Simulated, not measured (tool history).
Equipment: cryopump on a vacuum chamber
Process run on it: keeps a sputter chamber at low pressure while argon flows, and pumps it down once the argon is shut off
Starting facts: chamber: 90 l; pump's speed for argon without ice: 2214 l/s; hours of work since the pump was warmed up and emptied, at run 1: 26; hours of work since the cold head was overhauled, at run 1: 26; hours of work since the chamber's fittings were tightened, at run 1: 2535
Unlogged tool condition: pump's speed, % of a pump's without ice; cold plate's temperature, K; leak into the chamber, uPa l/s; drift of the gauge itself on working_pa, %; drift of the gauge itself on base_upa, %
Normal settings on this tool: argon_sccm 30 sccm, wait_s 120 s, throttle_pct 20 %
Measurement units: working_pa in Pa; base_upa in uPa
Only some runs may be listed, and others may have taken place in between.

run	hour	argon_sccm	wait_s	throttle_pct	hours of work since the pump was warmed up and emptied	hours of work since the cold head was overhauled	hours of work since the chamber's fittings were tightened	working_pa	base_upa
1	0.0	30	120	20	26	26	2535	0.1141	1.02
2	28.0	30	120	20	39	39	2548	0.1147	1.03
3	54.6	30	120	20	51	51	2560	0.1151	1.05
4	85.9	19	120	20	66	66	2575	0.0734	1.05
5	107.8	19	120	20	76	76	2585	0.0721	1.06
6	122.8	19	120	20	83	83	2592	0.0734	1.09
7	139.1	19	120	20	91	91	2600	0.0728	1.14
8	160.4	17	120	20	101	101	2610	0.0660	1.12
9	192.0	17	120	20	115	115	2624	0.0646	1.12
10	224.2	17	120	20	130	130	2639	0.0653	1.13
11	246.2	30	120	15	141	141	2650	0.1535	1.09
12	279.6	30	120	20	156	156	2665	0.1157	1.15
13	301.7	30	120	20	167	167	2676	0.1150	1.12
# hour 305.6: leaking fittings of the chamber tightened, without venting
14	319.2	30	120	20	174	174	6	0.1162	0.34
15	336.2	30	120	20	182	182	14	0.1162	0.37
16	363.9	30	120	20	195	195	27	0.1151	0.33
17	389.8	30	120	20	207	207	39	0.1170	0.33
18	410.1	30	120	20	216	216	49	0.1168	0.36
19	425.1	54	147	24	223	223	56	0.1741	0.34
20	448.2	18	143	20	234	234	67	0.0705	0.33
21	464.0	18	143	20	242	242	74	0.0698	0.33
22	483.8	18	143	20	251	251	83	0.0703	0.29
23	497.4	18	143	20	257	257	90	0.0685	0.32
24	512.5	17	190	17	264	264	97	0.0787	0.33
25	526.9	48	120	29	271	271	103	0.1302	0.36
26	551.2	21	216	45	282	282	115	0.0364	0.30
27	573.9	57	120	46	293	293	125	0.1001	0.39
28	589.8	60	63	19	300	300	133	0.2458	0.55
29	613.5	30	100	20	311	311	144	0.1168	0.41
30	636.4	30	100	20	322	322	155	0.1162	0.40
31	667.7	35	122	25	337	337	169	0.1101	0.35
32	695.5	49	120	23	350	350	182	0.1676	0.41
33	722.5	30	139	19	362	362	195	0.1250	0.40

Measured result minus the same run's result without the hidden state. Both carry the same run-to-run variation, though not necessarily the same gauge scatter:
run	working_pa	base_upa
1	+0.0003	+0.72
2	+0.0005	+0.75
3	+0.0005	+0.73
4	+0.0004	+0.74
5	+0.0005	+0.76
6	+0.0005	+0.76
7	+0.0006	+0.79
8	+0.0006	+0.80
9	+0.0006	+0.80
10	+0.0007	+0.80
11	+0.0012	+0.79
12	+0.0014	+0.83
13	+0.0015	+0.82
14	+0.0016	+0.01
15	+0.0016	+0.01
16	+0.0017	+0.02
17	+0.0018	+0.03
18	+0.0020	+0.03
19	+0.0036	+0.03
20	+0.0012	+0.03
21	+0.0013	+0.04
22	+0.0014	+0.05
23	+0.0013	+0.05
24	+0.0014	+0.05
25	+0.0039	+0.05
26	+0.0017	+0.06
27	+0.0050	+0.06
28	+0.0055	+0.07
29	+0.0029	+0.07
30	+0.0029	+0.07
31	+0.0036	+0.07
32	+0.0052	+0.09
33	+0.0034	+0.08

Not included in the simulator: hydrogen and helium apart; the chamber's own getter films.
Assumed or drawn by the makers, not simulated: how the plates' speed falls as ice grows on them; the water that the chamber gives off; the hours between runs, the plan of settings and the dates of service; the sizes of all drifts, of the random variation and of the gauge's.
